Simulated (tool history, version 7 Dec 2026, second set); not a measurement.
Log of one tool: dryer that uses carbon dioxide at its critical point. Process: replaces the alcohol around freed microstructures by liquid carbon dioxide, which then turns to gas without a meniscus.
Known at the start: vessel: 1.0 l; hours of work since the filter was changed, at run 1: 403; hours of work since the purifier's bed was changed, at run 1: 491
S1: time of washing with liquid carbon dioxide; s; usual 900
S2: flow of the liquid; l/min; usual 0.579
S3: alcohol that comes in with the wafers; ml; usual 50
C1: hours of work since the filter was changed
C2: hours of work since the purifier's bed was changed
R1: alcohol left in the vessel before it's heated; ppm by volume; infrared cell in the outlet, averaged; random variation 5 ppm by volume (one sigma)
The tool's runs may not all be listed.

| run | hour | S1 | S2 | S3 | C1 | C2 | R1 |
|---|---|---|---|---|---|---|---|
| 1 | 0.0 | 900 | 0.579 | 50 | 403 | 491 | 127 |
| 2 | 19.4 | 900 | 0.579 | 50 | 414 | 502 | 123 |
| 3 | 33.3 | 900 | 0.579 | 50 | 421 | 509 | 134 |
| 4 | 53.9 | 900 | 0.579 | 50 | 433 | 521 | 128 |
| 5 | 66.3 | 900 | 0.579 | 50 | 440 | 528 | 138 |
| 6 | 89.6 | 900 | 0.579 | 50 | 453 | 541 | 147 |
|  | 110.0 | inlet filter changed |
| 7 | 110.0 | 900 | 0.579 | 50 | 0 | 552 | 82 |
| 8 | 125.3 | 900 | 0.579 | 50 | 9 | 560 | 101 |
| 9 | 145.1 | 660 | 0.618 | 50 | 20 | 571 | 179 |
| 10 | 160.3 | 720 | 0.500 | 25 | 28 | 580 | 187 |
| 11 | 176.0 | 900 | 0.601 | 50 | 37 | 588 | 89 |
| 12 | 188.7 | 600 | 0.591 | 50 | 44 | 595 | 316 |
| 13 | 213.9 | 780 | 0.740 | 27 | 58 | 610 | 82 |
| 14 | 241.4 | 1200 | 0.740 | 38 | 73 | 625 | 89 |

Hidden state at the last listed run before each entry between runs and at the first one after, where it differs:
Between runs 6 and 7: inlet filter changed (hour 110.0)
  flow that reaches the vessel past the clogged filter, %: 82.5 -> 100; alcohol in the recycled carbon dioxide, ppm: 73.2 -> 74.4
  measured less the result without the state, R1: +118 -> +68 ppm by volume
